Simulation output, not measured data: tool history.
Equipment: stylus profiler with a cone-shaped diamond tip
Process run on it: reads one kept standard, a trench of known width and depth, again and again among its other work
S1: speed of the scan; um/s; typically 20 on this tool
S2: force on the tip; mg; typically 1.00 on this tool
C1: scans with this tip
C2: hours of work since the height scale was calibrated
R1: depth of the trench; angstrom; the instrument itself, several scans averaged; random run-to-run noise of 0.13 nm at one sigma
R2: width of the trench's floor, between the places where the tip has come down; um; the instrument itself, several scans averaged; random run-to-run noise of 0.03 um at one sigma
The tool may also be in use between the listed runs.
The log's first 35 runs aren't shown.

Run 36, hour 2895.9: usual settings but S1 14 um/s; C1 5904; C2 777. Result: R1 5046.0 angstrom, R2 46.78 um.
Run 37, hour 2969.5: usual settings but S1 14 um/s; C1 6307; C2 830. Result: R1 5046.8 angstrom, R2 46.74 um.
Run 38, hour 3064.0: usual settings but S1 8 um/s, S2 1.52 mg; C1 6824; C2 898. Result: R1 5061.9 angstrom, R2 46.73 um.
Run 39, hour 3132.9: usual settings but S1 13 um/s; C1 7202; C2 947. Result: R1 5053.2 angstrom, R2 46.60 um.
Run 40, hour 3185.2: usual settings but S1 16 um/s, S2 0.43 mg; C1 7488; C2 985. Result: R1 5039.5 angstrom, R2 46.59 um.
Run 41, hour 3239.8: usual settings but S1 16 um/s, S2 0.43 mg; C1 7787; C2 1024. Result: R1 5039.1 angstrom, R2 46.57 um.
Run 42, hour 3323.1: usual settings but S1 44 um/s, S2 0.49 mg; C1 8243; C2 1084. Result: R1 5045.7 angstrom, R2 46.34 um.
Run 43, hour 3429.0: usual settings but S1 17 um/s, S2 0.40 mg; C1 8822; C2 1161. Result: R1 5043.2 angstrom, R2 46.44 um.

Run 44, settings as shown, results not yet in. Your forecast:
At hour 3477.0: height scale calibrated on a step standard.
Run 44, hour 3535.3: usual settings but S2 0.47 mg; C1 9402; C2 42. Result: R1 ?, R2 ?.

R1: 5021.5 angstrom
R2: 46.42 um
The same run, on a tool lacking any hidden state, would have yielded R1 5020.8 angstrom, R2 47.23 um.

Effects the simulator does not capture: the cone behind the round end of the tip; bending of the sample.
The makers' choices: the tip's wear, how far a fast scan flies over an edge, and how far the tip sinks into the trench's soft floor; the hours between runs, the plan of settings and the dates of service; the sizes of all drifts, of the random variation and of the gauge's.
